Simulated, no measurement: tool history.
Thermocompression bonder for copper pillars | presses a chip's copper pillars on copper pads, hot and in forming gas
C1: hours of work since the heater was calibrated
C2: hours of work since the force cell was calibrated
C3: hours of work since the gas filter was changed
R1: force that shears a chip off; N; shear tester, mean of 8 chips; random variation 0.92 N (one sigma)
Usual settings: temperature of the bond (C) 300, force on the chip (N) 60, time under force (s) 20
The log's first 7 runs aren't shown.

{"run": 8, "hour": 201.8, "temperature of the bond (C)": 300, "force on the chip (N)": 60, "time under force (s)": 10, "C1": 421, "C2": 421, "C3": 123, "R1": 75}
{"run": 9, "hour": 230.4, "temperature of the bond (C)": 300, "force on the chip (N)": 60, "time under force (s)": 20, "C1": 438, "C2": 438, "C3": 140, "R1": 90.5}
{"run": 10, "hour": 266.0, "temperature of the bond (C)": 279, "force on the chip (N)": 60, "time under force (s)": 20, "C1": 460, "C2": 460, "C3": 162, "R1": 76.9}
{"run": 11, "hour": 295.7, "temperature of the bond (C)": 279, "force on the chip (N)": 60, "time under force (s)": 20, "C1": 478, "C2": 478, "C3": 180, "R1": 77.8}
{"run": 12, "hour": 320.7, "temperature of the bond (C)": 279, "force on the chip (N)": 60, "time under force (s)": 20, "C1": 493, "C2": 493, "C3": 195, "R1": 75.8}
{"run": 13, "hour": 354.5, "temperature of the bond (C)": 279, "force on the chip (N)": 60, "time under force (s)": 20, "C1": 514, "C2": 514, "C3": 216, "R1": 76.3}
{"run": 14, "hour": 388.1, "temperature of the bond (C)": 285, "force on the chip (N)": 60, "time under force (s)": 20, "C1": 534, "C2": 534, "C3": 236, "R1": 80.5}
{"run": 15, "hour": 418.8, "temperature of the bond (C)": 285, "force on the chip (N)": 60, "time under force (s)": 20, "C1": 553, "C2": 553, "C3": 255, "R1": 79.9}
{"run": 16, "hour": 457.8, "temperature of the bond (C)": 300, "force on the chip (N)": 83, "time under force (s)": 20, "C1": 576, "C2": 576, "C3": 278, "R1": 103.1}
{"run": 17, "hour": 488.4, "temperature of the bond (C)": 300, "force on the chip (N)": 60, "time under force (s)": 20, "C1": 595, "C2": 595, "C3": 297, "R1": 91.5}
{"run": 18, "hour": 519.7, "temperature of the bond (C)": 300, "force on the chip (N)": 60, "time under force (s)": 20, "C1": 614, "C2": 614, "C3": 316, "R1": 90.2}
{"hour": 523.3, "done": "forming gas filter changed"}
{"run": 19, "hour": 537.9, "temperature of the bond (C)": 300, "force on the chip (N)": 60, "time under force (s)": 20, "C1": 625, "C2": 625, "C3": 9, "R1": 93.4}
{"run": 20, "hour": 561.2, "temperature of the bond (C)": 300, "force on the chip (N)": 60, "time under force (s)": 20, "C1": 639, "C2": 639, "C3": 23, "R1": 92.1}

The next listed run, before its measurement:
{"run": 21, "hour": 593.1, "temperature of the bond (C)": 300, "force on the chip (N)": 60, "time under force (s)": 20, "C1": 658, "C2": 658, "C3": 42, "R1": "?"}

Run 21 gave R1 92.4 N.
Without the tool's hidden state the same run would have given R1 92.8 N.
